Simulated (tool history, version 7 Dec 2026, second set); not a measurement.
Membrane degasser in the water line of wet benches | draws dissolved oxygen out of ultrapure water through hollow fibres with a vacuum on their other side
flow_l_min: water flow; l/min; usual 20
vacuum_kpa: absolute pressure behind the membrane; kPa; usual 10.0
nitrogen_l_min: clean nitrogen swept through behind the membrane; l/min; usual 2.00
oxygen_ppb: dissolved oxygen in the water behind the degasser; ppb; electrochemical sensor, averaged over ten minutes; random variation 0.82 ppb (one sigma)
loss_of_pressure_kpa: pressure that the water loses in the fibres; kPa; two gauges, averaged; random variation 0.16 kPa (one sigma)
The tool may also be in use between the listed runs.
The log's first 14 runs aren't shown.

run    hour  flow_l_min  vacuum_kpa  nitrogen_l_min  hours since the membrane was changed  hours since the vacuum gauge was calibrated  hours since the vacuum lines were made tight  oxygen_ppb  loss_of_pressure_kpa
 15   684.5          20        22.1            2.00                                   785                                         1798                                          2440       438.6                 29.63
 16   719.0          20        22.1            2.00                                   819                                         1833                                          2475       434.7                 29.86
 17   773.3          20        10.0            1.74                                   874                                         1887                                          2529       189.7                 29.65
 18   834.7          20        10.0            1.74                                   935                                         1948                                          2591       189.0                 29.67
 19   889.8          25         6.7            1.29                                   990                                         2003                                          2646       173.9                 37.07
 20   938.4          20        10.0            5.62                                  1039                                         2052                                          2694        66.9                 29.68
 21   997.8          20        10.0            5.62                                  1098                                         2111                                          2754        66.7                 29.61
 22  1063.0          31        13.0            2.39                                  1163                                         2177                                          2819       343.5                 45.80
 23  1121.3          31        13.0            2.39                                  1222                                         2235                                          2877       345.0                 46.27
 24  1162.7          31        13.0            2.39                                  1263                                         2276                                          2919       347.5                 46.19
 25  1200.4          31        13.0            2.39                                  1301                                         2314                                          2956       348.1                 45.87
 26  1245.5          14        13.0            2.39                                  1346                                         2359                                          3001       138.2                 20.86
 27  1303.1          14        13.0            5.70                                  1403                                         2417                                          3059        61.5                 20.89
 28  1353.6          26        13.0            2.08                                  1454                                         2467                                          3110       307.8                 38.79
 29  1419.5          17        14.5            1.42                                  1520                                         2533                                          3175       307.0                 25.44
 30  1474.8          17        14.5            1.42                                  1575                                         2588                                          3231       312.0                 25.10
 31  1532.8          17        14.5            1.42                                  1633                                         2646                                          3289       314.4                 25.23

5 ways to go on from here, each from the tool as it stands after run 31. What would each give?
  A  1576.6          23        21.3            1.46                                  1677                                         2690                                          3332           ?                     ?
  B  1576.6          20        16.3            2.13                                  1677                                         2690                                          3332           ?                     ?
  C  1576.6          22        10.0            3.51                                  1677                                         2690                                          3332           ?                     ?
  D  1576.6          17        14.5            1.17                                  1677                                         2690                                          3332           ?                     ?
  E  1576.6          20         7.1            2.00                                  1677                                         2690                                          3332           ?                     ?

run  oxygen_ppb  loss_of_pressure_kpa
  A       630.9                 34.08
  B       295.5                 29.88
  C       116.4                 32.62
  D       374.4                 25.29
  E        99.8                 29.82
Without the tool's hidden state the same runs would have given:
run  oxygen_ppb  loss_of_pressure_kpa
  A       625.8                 33.91
  B       292.1                 29.73
  C       114.8                 32.47
  D       370.2                 25.17
  E        98.3                 29.68
